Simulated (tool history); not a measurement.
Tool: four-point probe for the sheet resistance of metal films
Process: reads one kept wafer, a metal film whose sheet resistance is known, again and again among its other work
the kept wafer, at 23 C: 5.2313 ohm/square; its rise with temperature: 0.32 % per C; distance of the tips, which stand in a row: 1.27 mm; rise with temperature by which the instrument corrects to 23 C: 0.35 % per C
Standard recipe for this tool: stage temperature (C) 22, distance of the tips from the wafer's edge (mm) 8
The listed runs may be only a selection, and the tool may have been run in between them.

run	hour	stage temperature (C)	distance of the tips from the wafer's edge (mm)	sheet resistance as the instrument gives it (ohm/square)
1	0.0	22	8	5.299249
2	49.0	32	8	5.282951
3	99.3	22	66	5.235165
4	121.7	22	66	5.234015
5	172.4	22	7	5.324710
6	217.8	22	7	5.323670
7	258.4	22	7	5.326056
8	303.7	22	7	5.324958
9	341.7	24	7	5.324029
10	368.4	24	7	5.323895
11	417.0	24	7	5.322699
12	457.2	24	10	5.278512
13	486.8	24	10	5.279164
14	514.2	24	10	5.280319
15	551.3	33	8	5.291394
16	589.3	31	8	5.295497
17	635.5	33	8	5.291456
18	680.9	22	5	5.416500
19	719.7	22	5	5.416224
20	769.5	22	36	5.246052
21	814.3	20	30	5.251352
22	837.6	19	23	5.258052
23	886.6	19	23	5.258893
24	926.4	19	23	5.257556
25	977.6	19	23	5.260993
# hour 982.5: stage's thermometer calibrated
26	1003.1	20	57	5.252101
27	1055.6	30	8	5.303973
28	1080.8	30	8	5.306272
29	1135.6	30	8	5.307998
30	1159.8	19	35	5.259172
31	1184.0	24	15	5.267343
# hour 1198.8: stage's thermometer calibrated, once more
32	1229.7	23	36	5.247387
33	1279.7	18	49	5.255799
34	1327.6	31	3	5.688247
35	1361.3	22	3	5.704645
36	1387.6	22	22	5.257908
37	1418.1	22	22	5.258828
38	1440.8	22	6	5.375006
39	1470.7	21	49	5.254015
40	1525.1	21	49	5.254420

Predict each of these 4 candidate next runs independently; none follows another, all start after run 40:
A	1553.7	23	49	?
B	1553.7	29	49	?
C	1553.7	33	49	?
D	1553.7	21	3	?

run	sheet resistance as the instrument gives it (ohm/square)
A	5.250309
B	5.241664
C	5.233722
D	5.710778
Take away the tool's hidden state, keep each run's random variation, and the runs would have read:
run	sheet resistance as the instrument gives it (ohm/square)
A	5.232139
B	5.223539
C	5.215633
D	5.691149
